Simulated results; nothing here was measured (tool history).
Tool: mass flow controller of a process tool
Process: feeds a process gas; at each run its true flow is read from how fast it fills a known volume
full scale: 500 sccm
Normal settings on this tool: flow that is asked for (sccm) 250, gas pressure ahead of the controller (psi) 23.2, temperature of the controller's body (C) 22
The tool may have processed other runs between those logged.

| run | hour | flow that is asked for (sccm) | gas pressure ahead of the controller (psi) | temperature of the controller's body (C) | true flow (%) |
|---|---|---|---|---|---|
| 1 | 0.0 | 250 | 23.2 | 22 | 99.97 |
| 2 | 178.4 | 250 | 23.2 | 22 | 99.93 |
| 3 | 346.1 | 250 | 23.2 | 22 | 99.92 |
| 4 | 590.7 | 250 | 23.2 | 22 | 99.90 |
|  | 746.4 | controller's zero set anew |
| 5 | 750.4 | 250 | 23.2 | 22 | 99.90 |
| 6 | 963.3 | 250 | 21.3 | 22 | 100.00 |
| 7 | 1251.3 | 250 | 21.3 | 22 | 99.86 |
| 8 | 1389.6 | 250 | 21.3 | 22 | 100.06 |
| 9 | 1615.9 | 250 | 23.4 | 22 | 99.78 |
| 10 | 1815.7 | 250 | 23.4 | 22 | 99.97 |
| 11 | 1987.8 | 250 | 34.5 | 22 | 99.70 |
| 12 | 2199.8 | 250 | 23.2 | 22 | 99.88 |
| 13 | 2483.4 | 250 | 23.2 | 22 | 99.90 |
| 14 | 2695.0 | 250 | 23.2 | 25 | 99.67 |
| 15 | 2847.9 | 250 | 23.2 | 25 | 99.66 |
| 16 | 3043.6 | 156 | 23.2 | 22 | 99.69 |
| 17 | 3234.2 | 250 | 23.2 | 36 | 98.42 |
| 18 | 3467.1 | 173 | 23.2 | 22 | 99.84 |
| 19 | 3695.7 | 173 | 23.2 | 22 | 99.72 |
| 20 | 3830.7 | 205 | 21.5 | 40 | 97.96 |
| 21 | 3980.6 | 250 | 21.5 | 28 | 99.49 |
| 22 | 4204.7 | 126 | 27.1 | 28 | 98.92 |
| 23 | 4347.5 | 77 | 24.1 | 29 | 98.75 |
| 24 | 4567.9 | 250 | 31.2 | 22 | 99.67 |
| 25 | 4701.1 | 250 | 21.0 | 21 | 99.97 |
| 26 | 4932.8 | 55 | 39.0 | 28 | 98.40 |
| 27 | 5062.8 | 55 | 39.0 | 28 | 98.24 |
| 28 | 5223.1 | 250 | 26.7 | 22 | 99.79 |
| 29 | 5397.4 | 453 | 26.7 | 39 | 98.66 |
| 30 | 5620.1 | 250 | 36.5 | 26 | 99.03 |
| 31 | 5754.3 | 250 | 36.5 | 26 | 99.23 |
| 32 | 5876.0 | 250 | 36.5 | 26 | 99.03 |
| 33 | 6131.2 | 87 | 23.2 | 22 | 99.50 |

Predict each of these 5 candidate next runs independently; none follows another, all start after run 33:
| A | 6390.9 | 180 | 34.2 | 38 | ? |
| B | 6390.9 | 57 | 23.2 | 30 | ? |
| C | 6390.9 | 78 | 23.2 | 38 | ? |
| D | 6390.9 | 60 | 26.4 | 31 | ? |
| E | 6390.9 | 198 | 37.0 | 40 | ? |

| run | true flow (%) |
|---|---|
| A | 97.86 |
| B | 98.56 |
| C | 97.79 |
| D | 98.52 |
| E | 97.52 |
Without the tool's hidden state the same runs would have given:
| run | true flow (%) |
|---|---|
| A | 97.89 |
| B | 98.60 |
| C | 97.82 |
| D | 98.56 |
| E | 97.54 |
